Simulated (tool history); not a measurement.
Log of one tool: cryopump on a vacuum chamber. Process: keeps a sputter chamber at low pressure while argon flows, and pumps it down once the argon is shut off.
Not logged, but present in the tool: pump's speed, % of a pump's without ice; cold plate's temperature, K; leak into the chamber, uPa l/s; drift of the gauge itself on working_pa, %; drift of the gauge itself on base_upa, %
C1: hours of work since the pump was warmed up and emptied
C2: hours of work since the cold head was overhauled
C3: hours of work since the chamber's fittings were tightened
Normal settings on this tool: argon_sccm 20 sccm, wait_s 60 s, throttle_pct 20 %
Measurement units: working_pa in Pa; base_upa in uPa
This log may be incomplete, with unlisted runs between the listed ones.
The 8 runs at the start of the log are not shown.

Run 9, hour 516.3: usual settings; C1 219; C2 2399; C3 380. Result: working_pa 0.1044 Pa, base_upa 0.97 uPa.
Run 10, hour 551.3: usual settings; C1 247; C2 2427; C3 408. Result: working_pa 0.1056 Pa, base_upa 1.02 uPa.
Run 11, hour 616.7: usual settings; C1 298; C2 2478; C3 459. Result: working_pa 0.1065 Pa, base_upa 0.98 uPa.
Run 12, hour 658.1: usual settings; C1 331; C2 2511; C3 492. Result: working_pa 0.1063 Pa, base_upa 1.03 uPa.
Run 13, hour 710.6: usual settings but wait_s 36 s; C1 372; C2 2552; C3 533. Result: working_pa 0.1064 Pa, base_upa 1.44 uPa.
Run 14, hour 779.1: usual settings but wait_s 36 s; C1 426; C2 2606; C3 587. Result: working_pa 0.1059 Pa, base_upa 1.48 uPa.
Run 15, hour 860.4: usual settings; C1 490; C2 2670; C3 651. Result: working_pa 0.1067 Pa, base_upa 1.15 uPa.
Run 16, hour 900.4: usual settings; C1 522; C2 2702; C3 683. Result: working_pa 0.1073 Pa, base_upa 1.14 uPa.
Run 17, hour 963.9: usual settings; C1 572; C2 2752; C3 733. Result: working_pa 0.107 Pa, base_upa 1.17 uPa.
Run 18, hour 1013.4: usual settings; C1 611; C2 2791; C3 772. Result: working_pa 0.107 Pa, base_upa 1.21 uPa.
Run 19, hour 1093: usual settings; C1 674; C2 2854; C3 835. Result: working_pa 0.1073 Pa, base_upa 1.16 uPa.
Run 20, hour 1136.8: usual settings but wait_s 128 s, throttle_pct 29 %; C1 708; C2 2888; C3 869. Result: working_pa 0.0743 Pa, base_upa 0.89 uPa.
Run 21, hour 1212.2: usual settings but wait_s 128 s, throttle_pct 29 %; C1 768; C2 2947; C3 928. Result: working_pa 0.0747 Pa, base_upa 0.93 uPa.
Run 22, hour 1253.8: usual settings but wait_s 128 s, throttle_pct 29 %; C1 800; C2 2980; C3 961. Result: working_pa 0.0758 Pa, base_upa 0.95 uPa.
Run 23, hour 1314.2: usual settings but wait_s 41 s, throttle_pct 29 %; C1 848; C2 3028; C3 1009. Result: working_pa 0.0755 Pa, base_upa 1.61 uPa.
Run 24, hour 1367.3: usual settings but argon_sccm 13 sccm, wait_s 41 s, throttle_pct 19 %; C1 890; C2 3070; C3 1051. Result: working_pa 0.0735 Pa, base_upa 1.6 uPa.
Run 25, hour 1404.4: usual settings but argon_sccm 24 sccm, wait_s 26 s, throttle_pct 32 %; C1 919; C2 3099; C3 1080. Result: working_pa 0.0823 Pa, base_upa 2.12 uPa.
Run 26, hour 1455.5: usual settings but argon_sccm 24 sccm, wait_s 26 s, throttle_pct 32 %; C1 959; C2 3139; C3 1120. Result: working_pa 0.0824 Pa, base_upa 2.14 uPa.
Run 27, hour 1514.7: usual settings but argon_sccm 25 sccm, wait_s 68 s, throttle_pct 19 %; C1 1006; C2 3186; C3 1167. Result: working_pa 0.1428 Pa, base_upa 1.32 uPa.
Run 28, hour 1566.5: usual settings but argon_sccm 25 sccm, wait_s 68 s, throttle_pct 19 %; C1 1047; C2 3227; C3 1208. Result: working_pa 0.1427 Pa, base_upa 1.29 uPa.
Run 29, hour 1612.4: usual settings but argon_sccm 12 sccm; C1 1083; C2 3263; C3 1244. Result: working_pa 0.0658 Pa, base_upa 1.41 uPa.
At hour 1624.9: pump warmed up, emptied and cooled again.
Run 30, hour 1696.5: usual settings but argon_sccm 12 sccm; C1 56; C2 3325; C3 1306. Result: working_pa 0.0627 Pa, base_upa 1.34 uPa.
Run 31, hour 1758.3: usual settings but argon_sccm 10 sccm; C1 105; C2 3374; C3 1355. Result: working_pa 0.0526 Pa, base_upa 1.31 uPa.
Run 32, hour 1829.1: usual settings but argon_sccm 17 sccm, wait_s 50 s, throttle_pct 33 %; C1 161; C2 3430; C3 1410. Result: working_pa 0.0545 Pa, base_upa 1.42 uPa.
Run 33, hour 1875.3: usual settings but argon_sccm 12 sccm, wait_s 228 s, throttle_pct 19 %; C1 197; C2 3466; C3 1447. Result: working_pa 0.0661 Pa, base_upa 0.92 uPa.

Forecast each of these 5 alternatives for the next run:
Run A, hour 1919.8: usual settings but argon_sccm 12 sccm, wait_s 74 s, throttle_pct 21 %; C1 232; C2 3501; C3 1482. Result: working_pa ?, base_upa ?.
Run B, hour 1919.8: usual settings but argon_sccm 19 sccm, wait_s 216 s, throttle_pct 19 %; C1 232; C2 3501; C3 1482. Result: working_pa ?, base_upa ?.
Run C, hour 1919.8: usual settings but argon_sccm 27 sccm; C1 232; C2 3501; C3 1482. Result: working_pa ?, base_upa ?.
Run D, hour 1919.8: usual settings but argon_sccm 16 sccm; C1 232; C2 3501; C3 1482. Result: working_pa ?, base_upa ?.
Run E, hour 1919.8: usual settings but argon_sccm 17 sccm, wait_s 228 s, throttle_pct 33 %; C1 232; C2 3501; C3 1482. Result: working_pa ?, base_upa ?.

run  working_pa  base_upa
  A      0.0602      1.29
  B      0.1045      0.96
  C      0.1423      1.42
  D      0.0847      1.44
  E      0.0546      0.91
The same runs, with their run-to-run variation unchanged, on a tool lacking any hidden condition would have given:
run  working_pa  base_upa
  A      0.0595       0.7
  B      0.1033      0.35
  C      0.1406      0.81
  D      0.0837      0.83
  E      0.0535      0.32

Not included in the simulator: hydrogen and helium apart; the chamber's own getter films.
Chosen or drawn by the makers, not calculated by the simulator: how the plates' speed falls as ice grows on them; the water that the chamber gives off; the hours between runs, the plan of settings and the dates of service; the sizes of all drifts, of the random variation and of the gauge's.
